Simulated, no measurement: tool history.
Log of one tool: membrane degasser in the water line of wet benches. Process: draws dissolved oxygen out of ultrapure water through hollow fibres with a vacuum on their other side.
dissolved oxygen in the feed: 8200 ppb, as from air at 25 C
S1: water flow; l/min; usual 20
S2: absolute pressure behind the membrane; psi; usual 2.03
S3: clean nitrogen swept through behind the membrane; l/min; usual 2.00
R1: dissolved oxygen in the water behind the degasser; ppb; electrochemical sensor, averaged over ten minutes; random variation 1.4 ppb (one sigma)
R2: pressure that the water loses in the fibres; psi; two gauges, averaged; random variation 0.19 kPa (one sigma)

| run | hour | S1 | S2 | S3 | R1 | R2 |
|---|---|---|---|---|---|---|
| 1 | 0.0 | 20 | 2.03 | 2.00 | 255.7 | 5.417 |
| 2 | 196.2 | 20 | 2.03 | 2.00 | 254.6 | 5.427 |
| 3 | 356.4 | 20 | 2.03 | 2.00 | 256.1 | 5.375 |
| 4 | 505.3 | 20 | 2.03 | 2.00 | 256.3 | 5.395 |
| 5 | 613.0 | 20 | 2.03 | 2.00 | 256.6 | 5.413 |
| 6 | 778.2 | 20 | 2.03 | 1.80 | 282.0 | 5.382 |
| 7 | 960.7 | 20 | 2.03 | 1.80 | 280.3 | 5.436 |
| 8 | 1092.3 | 20 | 2.03 | 1.80 | 282.1 | 5.388 |
| 9 | 1233.2 | 20 | 2.03 | 1.80 | 279.6 | 5.371 |
| 10 | 1325.3 | 20 | 2.03 | 4.09 | 134.7 | 5.372 |
| 11 | 1520.3 | 20 | 2.03 | 4.09 | 134.5 | 5.404 |
| 12 | 1667.8 | 20 | 2.03 | 4.09 | 134.8 | 5.432 |
| 13 | 1857.6 | 20 | 2.03 | 4.09 | 133.8 | 5.442 |
| 14 | 2012.5 | 20 | 2.03 | 4.09 | 133.2 | 5.426 |
| 15 | 2147.6 | 20 | 2.03 | 4.09 | 135.1 | 5.407 |
| 16 | 2332.0 | 20 | 2.03 | 4.09 | 135.2 | 5.440 |
| 17 | 2444.7 | 20 | 2.03 | 4.09 | 134.2 | 5.391 |
| 18 | 2596.9 | 20 | 2.03 | 4.09 | 133.7 | 5.445 |
| 19 | 2767.1 | 20 | 2.03 | 4.09 | 135.4 | 5.379 |
| 20 | 2945.5 | 30 | 2.03 | 1.39 | 536.0 | 8.119 |
| 21 | 3086.3 | 20 | 2.03 | 2.25 | 230.5 | 5.382 |
| 22 | 3172.0 | 20 | 4.79 | 3.83 | 371.0 | 5.423 |
| 23 | 3346.4 | 20 | 2.23 | 2.00 | 287.8 | 5.384 |
| 24 | 3433.5 | 19 | 1.90 | 2.00 | 223.4 | 5.124 |
| 25 | 3567.7 | 18 | 1.81 | 5.92 | 73.0 | 4.863 |
| 26 | 3733.7 | 20 | 2.03 | 4.04 | 136.1 | 5.423 |
| 27 | 3873.9 | 20 | 2.03 | 1.23 | 389.4 | 5.448 |
| 28 | 3982.6 | 14 | 1.28 | 5.83 | 34.0 | 3.800 |
|  | 4103.3 | seals of the vacuum lines changed |
| 29 | 4164.6 | 14 | 2.20 | 0.98 | 380.1 | 3.784 |
| 30 | 4252.5 | 19 | 1.73 | 2.79 | 147.2 | 5.166 |
| 31 | 4417.2 | 19 | 1.73 | 2.79 | 146.2 | 5.176 |

5 ways to go on from here, each from the tool as it stands after run 31. What would each give?
| A | 4582.7 | 13 | 2.38 | 4.60 | ? | ? |
| B | 4582.7 | 19 | 2.35 | 0.89 | ? | ? |
| C | 4582.7 | 20 | 2.03 | 0.87 | ? | ? |
| D | 4582.7 | 20 | 1.45 | 0.97 | ? | ? |
| E | 4582.7 | 26 | 2.03 | 1.14 | ? | ? |

| run | R1 | R2 |
|---|---|---|
| A | 91.4 | 3.495 |
| B | 579.5 | 5.165 |
| C | 517.6 | 5.387 |
| D | 312.2 | 5.480 |
| E | 533.2 | 7.085 |
Without the tool's hidden state the same runs would have given:
| run | R1 | R2 |
|---|---|---|
| A | 91.3 | 3.494 |
| B | 579.3 | 5.162 |
| C | 517.5 | 5.384 |
| D | 312.1 | 5.477 |
| E | 533.0 | 7.084 |

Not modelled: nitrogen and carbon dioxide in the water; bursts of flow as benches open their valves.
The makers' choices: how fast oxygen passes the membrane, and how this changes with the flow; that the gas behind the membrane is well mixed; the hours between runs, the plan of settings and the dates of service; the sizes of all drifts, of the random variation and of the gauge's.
